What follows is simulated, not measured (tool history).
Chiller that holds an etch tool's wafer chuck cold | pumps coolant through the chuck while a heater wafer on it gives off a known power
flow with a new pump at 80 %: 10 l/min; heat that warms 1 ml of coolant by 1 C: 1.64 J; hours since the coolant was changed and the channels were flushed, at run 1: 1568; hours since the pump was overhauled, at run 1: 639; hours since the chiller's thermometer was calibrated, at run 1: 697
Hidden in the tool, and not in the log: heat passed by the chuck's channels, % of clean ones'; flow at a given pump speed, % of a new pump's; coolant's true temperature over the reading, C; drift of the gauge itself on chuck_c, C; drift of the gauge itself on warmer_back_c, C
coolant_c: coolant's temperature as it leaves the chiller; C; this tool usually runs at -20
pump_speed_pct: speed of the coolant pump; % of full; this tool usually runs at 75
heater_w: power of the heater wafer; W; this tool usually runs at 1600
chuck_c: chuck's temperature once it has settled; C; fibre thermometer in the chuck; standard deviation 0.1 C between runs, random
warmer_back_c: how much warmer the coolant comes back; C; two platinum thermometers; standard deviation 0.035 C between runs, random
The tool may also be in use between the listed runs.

run   hour  coolant_c  pump_speed_pct  heater_w  hours since the coolant was changed and the channels were flushed  hours since the pump was overhauled  hours since the chiller's thermometer was calibrated  chuck_c  warmer_back_c
  1      0        -20              75      1600                                                               1568                                  639                                                   697     -5.5           6.24
  2   20.8        -20              75      1600                                                               1589                                  660                                                   717     -5.5           6.32
  3   58.8        -20              75      1600                                                               1627                                  698                                                   755     -5.4           6.36
  4   78.3        -20              75      1600                                                               1646                                  718                                                   775     -5.4           6.32
  5  103.8        -20              97      1600                                                               1672                                  743                                                   800     -7.6           4.84
  6  124.5        -20              75      1600                                                               1692                                  764                                                   821     -5.5           6.32
  7  146.1        -20              75      1600                                                               1714                                  785                                                   843     -5.6           6.36
  8    169        -20              75      1600                                                               1737                                  808                                                   866     -5.5           6.43
  9  187.9        -20              75      1600                                                               1756                                  827                                                   885     -5.2           6.37
 10  225.5        -20              90      1600                                                               1793                                  865                                                   922     -7.1           5.25
 11  256.1        -20              90       828                                                               1824                                  895                                                   953    -13.4           2.83
 12    287        -20              90      1030                                                               1855                                  926                                                   984    -11.7           3.48
 13  322.2        -20              90      1030                                                               1890                                  961                                                  1019    -11.8           3.44
 14  365.6        -20              90      1030                                                               1933                                 1005                                                  1062    -11.8           3.52
 15  391.4        -20              90      1030                                                               1959                                 1031                                                  1088    -11.8           3.55
 16  411.7        -20              90       868                                                               1979                                 1051                                                  1108    -13.1           3.02

Forecast run 17:
 17  436.8        -20              90       868                                                               2005                                 1076                                                  1133        ?              ?

{"run 17": {"chuck_c": -13.1, "warmer_back_c": 3.1}}
The same run, on a tool lacking any hidden state, would have yielded chuck_c -13.1 C, warmer_back_c 2.89 C.
